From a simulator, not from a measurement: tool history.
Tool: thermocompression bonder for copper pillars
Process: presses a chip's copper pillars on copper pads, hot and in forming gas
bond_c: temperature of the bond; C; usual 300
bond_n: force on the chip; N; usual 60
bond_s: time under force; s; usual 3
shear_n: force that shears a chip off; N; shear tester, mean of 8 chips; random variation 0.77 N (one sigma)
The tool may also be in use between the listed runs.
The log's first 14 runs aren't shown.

| run | day | bond_c | bond_n | bond_s | hours of work since the heater was calibrated | hours of work since the force cell was calibrated | hours of work since the gas filter was changed | shear_n |
|---|---|---|---|---|---|---|---|---|
| 15 | 23.879 | 300 | 60 | 6 | 718 | 1373 | 85 | 86.5 |
| 16 | 25.383 | 300 | 60 | 3 | 739 | 1393 | 105 | 69.8 |
| 17 | 26.712 | 300 | 60 | 3 | 757 | 1412 | 123 | 69.2 |
| 18 | 28.954 | 300 | 60 | 3 | 787 | 1442 | 154 | 68.2 |
|  | 30.292 | forming gas filter changed |
| 19 | 30.850 | 300 | 60 | 3 | 813 | 1468 | 8 | 71.7 |
| 20 | 32.850 | 300 | 60 | 3 | 841 | 1495 | 35 | 72.1 |
| 21 | 34.671 | 300 | 60 | 3 | 865 | 1520 | 60 | 70.1 |
| 22 | 36.846 | 300 | 53 | 8 | 895 | 1550 | 90 | 86.6 |
| 23 | 37.950 | 281 | 60 | 9 | 910 | 1565 | 105 | 82.9 |
| 24 | 39.167 | 281 | 60 | 9 | 927 | 1582 | 121 | 82.4 |
| 25 | 40.567 | 294 | 70 | 3 | 946 | 1601 | 140 | 73.0 |
|  | 40.850 | force cell calibrated |
| 26 | 42.092 | 294 | 70 | 3 | 966 | 17 | 161 | 75.5 |
|  | 43.033 | forming gas filter changed |
| 27 | 43.575 | 300 | 50 | 4 | 986 | 37 | 7 | 69.2 |
|  | 44.504 | force cell calibrated, once more |
| 28 | 45.225 | 300 | 50 | 4 | 1008 | 10 | 29 | 64.1 |
| 29 | 46.212 | 327 | 50 | 2 | 1021 | 23 | 43 | 63.1 |
| 30 | 48.512 | 311 | 46 | 3 | 1053 | 55 | 74 | 58.1 |
| 31 | 50.896 | 311 | 46 | 3 | 1085 | 87 | 107 | 57.9 |

Forecast run 32:
| 32 | 52.529 | 317 | 46 | 2 | 1108 | 110 | 129 | ? |

Run 32 gave shear_n 50.5 N.
Without the tool's hidden state the same run would have given shear_n 54.9 N.
